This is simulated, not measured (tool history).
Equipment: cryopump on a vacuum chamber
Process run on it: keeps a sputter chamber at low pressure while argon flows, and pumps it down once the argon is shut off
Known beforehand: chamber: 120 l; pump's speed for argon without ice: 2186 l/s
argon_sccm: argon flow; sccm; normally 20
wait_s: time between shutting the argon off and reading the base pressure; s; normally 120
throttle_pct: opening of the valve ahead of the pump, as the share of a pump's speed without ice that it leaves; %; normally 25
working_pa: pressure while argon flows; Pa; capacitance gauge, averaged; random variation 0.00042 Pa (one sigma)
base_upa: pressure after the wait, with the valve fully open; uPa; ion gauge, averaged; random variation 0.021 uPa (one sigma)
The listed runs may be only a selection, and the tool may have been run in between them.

Run 1, hour 0: usual settings. Result: working_pa 0.0629 Pa, base_upa 1.07 uPa.
Run 2, hour 61.9: usual settings. Result: working_pa 0.0633 Pa, base_upa 1.09 uPa.
Run 3, hour 113.4: usual settings but argon_sccm 13 sccm. Result: working_pa 0.0417 Pa, base_upa 1.07 uPa.
Run 4, hour 162.6: usual settings but argon_sccm 11 sccm. Result: working_pa 0.0348 Pa, base_upa 1.12 uPa.
Run 5, hour 200.6: usual settings but argon_sccm 11 sccm. Result: working_pa 0.0342 Pa, base_upa 1.12 uPa.
Run 6, hour 271.7: usual settings. Result: working_pa 0.0628 Pa, base_upa 1.2 uPa.
Run 7, hour 318.1: usual settings. Result: working_pa 0.0632 Pa, base_upa 1.14 uPa.
Run 8, hour 383.5: usual settings. Result: working_pa 0.0631 Pa, base_upa 1.16 uPa.
Run 9, hour 444.3: usual settings. Result: working_pa 0.0643 Pa, base_upa 1.2 uPa.
Run 10, hour 486.6: usual settings but throttle_pct 54 %. Result: working_pa 0.0309 Pa, base_upa 1.27 uPa.
Run 11, hour 534: usual settings but argon_sccm 22 sccm, throttle_pct 54 %. Result: working_pa 0.0337 Pa, base_upa 1.19 uPa.
Run 12, hour 591.8: usual settings. Result: working_pa 0.065 Pa, base_upa 1.23 uPa.
Run 13, hour 642.2: usual settings but argon_sccm 22 sccm. Result: working_pa 0.0711 Pa, base_upa 1.24 uPa.
Run 14, hour 689.2: usual settings but argon_sccm 22 sccm. Result: working_pa 0.0709 Pa, base_upa 1.26 uPa.
At hour 731.3: pump warmed up, emptied and cooled again.
Run 15, hour 735: usual settings but argon_sccm 22 sccm. Result: working_pa 0.0688 Pa, base_upa 1.16 uPa.
Run 16, hour 787: usual settings. Result: working_pa 0.0625 Pa, base_upa 1.13 uPa.
Run 17, hour 842.1: usual settings. Result: working_pa 0.0626 Pa, base_upa 1.16 uPa.
At hour 892.1: leaking fittings of the chamber tightened, without venting.
Run 18, hour 892.1: usual settings but argon_sccm 9 sccm, throttle_pct 57 %. Result: working_pa 0.0123 Pa, base_upa 0.42 uPa.
Run 19, hour 942.8: usual settings but argon_sccm 9 sccm, throttle_pct 57 %. Result: working_pa 0.0127 Pa, base_upa 0.4 uPa.
Run 20, hour 1013.1: usual settings but argon_sccm 10 sccm, wait_s 162 s, throttle_pct 20 %. Result: working_pa 0.0394 Pa, base_upa 0.38 uPa.
Run 21, hour 1063.7: usual settings but argon_sccm 10 sccm, wait_s 162 s, throttle_pct 20 %. Result: working_pa 0.0394 Pa, base_upa 0.39 uPa.
Run 22, hour 1107.3: usual settings but argon_sccm 14 sccm, wait_s 162 s, throttle_pct 17 %. Result: working_pa 0.0646 Pa, base_upa 0.38 uPa.
Run 23, hour 1183.7: usual settings but argon_sccm 13 sccm. Result: working_pa 0.0412 Pa, base_upa 0.47 uPa.
Run 24, hour 1224.3: usual settings but argon_sccm 13 sccm, wait_s 119 s. Result: working_pa 0.0408 Pa, base_upa 0.53 uPa.
Run 25, hour 1274.3: usual settings but wait_s 41 s. Result: working_pa 0.0636 Pa, base_upa 1.01 uPa.
Run 26, hour 1349: usual settings but argon_sccm 18 sccm, wait_s 50 s, throttle_pct 37 %. Result: working_pa 0.0392 Pa, base_upa 0.86 uPa.
Run 27, hour 1405.3: usual settings but argon_sccm 18 sccm, wait_s 50 s, throttle_pct 37 %. Result: working_pa 0.0389 Pa, base_upa 0.9 uPa.
Run 28, hour 1451.2: usual settings but argon_sccm 33 sccm, wait_s 113 s, throttle_pct 29 %. Result: working_pa 0.0909 Pa, base_upa 0.55 uPa.
Run 29, hour 1527: usual settings but argon_sccm 33 sccm, wait_s 113 s, throttle_pct 29 %. Result: working_pa 0.0919 Pa, base_upa 0.56 uPa.
Run 30, hour 1567.5: usual settings but argon_sccm 27 sccm, wait_s 67 s, throttle_pct 48 %. Result: working_pa 0.0459 Pa, base_upa 0.79 uPa.
Run 31, hour 1643.8: usual settings but argon_sccm 12 sccm, wait_s 25 s, throttle_pct 24 %. Result: working_pa 0.0407 Pa, base_upa 1.56 uPa.
Run 32, hour 1687.7: usual settings but argon_sccm 14 sccm, wait_s 110 s, throttle_pct 58 %. Result: working_pa 0.0205 Pa, base_upa 0.6 uPa.
Run 33, hour 1741.3: usual settings but wait_s 62 s, throttle_pct 28 %. Result: working_pa 0.058 Pa, base_upa 0.78 uPa.

Results for each run, recomputed without the tool's hidden state and with each run's random variation untouched:
Unlogged tool condition in this case: pump's speed, % of a pump's without ice; cold plate's temperature, K; leak into the chamber, uPa l/s; drift of the gauge itself on working_pa, %; drift of the gauge itself on base_upa, %.
run  working_pa  base_upa
  1      0.0618      0.42
  2       0.062      0.42
  3      0.0408       0.4
  4      0.0339      0.42
  5      0.0333      0.42
  6      0.0611      0.46
  7      0.0614      0.39
  8      0.0611      0.41
  9      0.0621      0.42
 10      0.0286      0.45
 11      0.0311       0.4
 12      0.0624       0.4
 13      0.0682       0.4
 14      0.0678      0.41
 15      0.0684      0.42
 16      0.0621       0.4
 17      0.0621      0.41
 18       0.012      0.41
 19      0.0123      0.37
 20      0.0389      0.34
 21      0.0389      0.34
 22      0.0638      0.33
 23      0.0403       0.4
 24      0.0399      0.45
 25      0.0621      0.93
 26      0.0377      0.76
 27      0.0372      0.79
 28      0.0877      0.42
 29      0.0884      0.43
 30      0.0429      0.65
 31      0.0392      1.41
 32      0.0187      0.43
 33      0.0553       0.6

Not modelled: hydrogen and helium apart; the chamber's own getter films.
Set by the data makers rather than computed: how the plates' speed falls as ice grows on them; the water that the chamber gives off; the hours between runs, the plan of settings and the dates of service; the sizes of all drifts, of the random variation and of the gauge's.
